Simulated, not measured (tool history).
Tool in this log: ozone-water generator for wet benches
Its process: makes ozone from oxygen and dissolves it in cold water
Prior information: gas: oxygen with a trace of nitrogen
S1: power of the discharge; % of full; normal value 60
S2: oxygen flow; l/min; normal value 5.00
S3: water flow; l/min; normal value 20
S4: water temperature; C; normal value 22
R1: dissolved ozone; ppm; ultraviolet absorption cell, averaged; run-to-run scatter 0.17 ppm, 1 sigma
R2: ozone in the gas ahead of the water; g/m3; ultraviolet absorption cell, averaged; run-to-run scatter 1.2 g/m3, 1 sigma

run 1 day=0.000 | S1=60 S2=5.00 S3=20 S4=22 | R1=22.3 R2=229.3
run 2 day=6.071 | S1=60 S2=5.00 S3=20 S4=20 | R1=22.8 R2=227.7
run 3 day=12.838 | S1=60 S2=5.00 S3=20 S4=22 | R1=21.9 R2=229.7
run 4 day=18.117 | S1=60 S2=5.00 S3=20 S4=19 | R1=23.3 R2=227.1
run 5 day=25.258 | S1=60 S2=5.00 S3=20 S4=19 | R1=23.4 R2=229.3
run 6 day=31.200 | S1=100 S2=5.00 S3=20 S4=22 | R1=31.3 R2=322.1
run 7 day=37.225 | S1=60 S2=5.00 S3=13 S4=22 | R1=29.8 R2=228.1
run 8 day=41.154 | S1=60 S2=5.00 S3=13 S4=22 | R1=29.8 R2=226.6
run 9 day=45.208 | S1=60 S2=5.00 S3=20 S4=22 | R1=22.4 R2=227.8
run 10 day=49.933 | S1=60 S2=5.00 S3=20 S4=22 | R1=22.2 R2=227.1
run 11 day=57.404 | S1=60 S2=5.00 S3=20 S4=22 | R1=22.3 R2=225.6
run 12 day=61.262 | S1=60 S2=5.00 S3=20 S4=22 | R1=22.4 R2=226.1
run 13 day=68.117 | S1=60 S2=5.00 S3=17 S4=22 | R1=25.1 R2=227.3
run 14 day=75.142 | S1=60 S2=5.00 S3=17 S4=21 | R1=25.1 R2=230.3
run 15 day=78.888 | S1=60 S2=5.00 S3=17 S4=21 | R1=25.4 R2=228.6
run 16 day=83.188 | S1=60 S2=5.00 S3=17 S4=21 | R1=25.6 R2=227.9
run 17 day=89.888 | S1=60 S2=3.25 S3=20 S4=22 | R1=21.9 R2=288.4
run 18 day=97.317 | S1=79 S2=5.00 S3=31 S4=22 | R1=18.5 R2=275.6
run 19 day=102.308 | S1=71 S2=6.87 S3=16 S4=20 | R1=29.4 R2=213.6
run 20 day=106.092 | S1=71 S2=6.87 S3=16 S4=20 | R1=29.1 R2=217.0
run 21 day=111.533 | S1=51 S2=5.00 S3=20 S4=22 | R1=20.2 R2=206.2
run 22 day=117.854 | S1=51 S2=8.48 S3=13 S4=22 | R1=24.7 R2=156.3
run 23 day=124.317 | S1=90 S2=4.13 S3=14 S4=23 | R1=37.1 R2=331.5
run 24 day=127.433 | S1=46 S2=3.15 S3=24 S4=28 | R1=14.4 R2=244.3
run 25 day=130.525 | S1=60 S2=5.00 S3=17 S4=22 | R1=25.1 R2=226.9
run 26 day=135.921 | S1=68 S2=5.00 S3=17 S4=22 | R1=27.3 R2=249.2
run 27 day=143.400 | S1=68 S2=5.00 S3=17 S4=22 | R1=27.1 R2=247.3
run 28 day=149.512 | S1=68 S2=5.00 S3=17 S4=22 | R1=27.2 R2=246.8
run 29 day=155.842 | S1=68 S2=3.05 S3=17 S4=23 | R1=26.9 R2=324.0
run 30 day=159.867 | S1=42 S2=6.96 S3=20 S4=23 | R1=17.0 R2=150.6
run 31 day=163.883 | S1=78 S2=6.96 S3=20 S4=23 | R1=25.5 R2=227.8
-- day=165.279 contactor cleaned
run 32 day=169.888 | S1=48 S2=6.96 S3=29 S4=23 | R1=14.0 R2=166.0
run 33 day=174.038 | S1=48 S2=6.96 S3=29 S4=23 | R1=14.2 R2=164.8

Alternative continuations, all from the tool just after run 33; predict every row:
run A day=178.504 | S1=53 S2=2.74 S3=20 S4=22 | R1=? R2=?
run B day=178.504 | S1=52 S2=4.82 S3=20 S4=26 | R1=? R2=?
run C day=178.504 | S1=75 S2=5.11 S3=19 S4=23 | R1=? R2=?

run=A R1=19.8 R2=287.3
run=B R1=19.3 R2=212.1
run=C R1=26.1 R2=261.3
Without the tool's unlogged condition, the same runs would have read:
run=A R1=19.8 R2=287.4
run=B R1=19.3 R2=212.2
run=C R1=26.1 R2=261.4
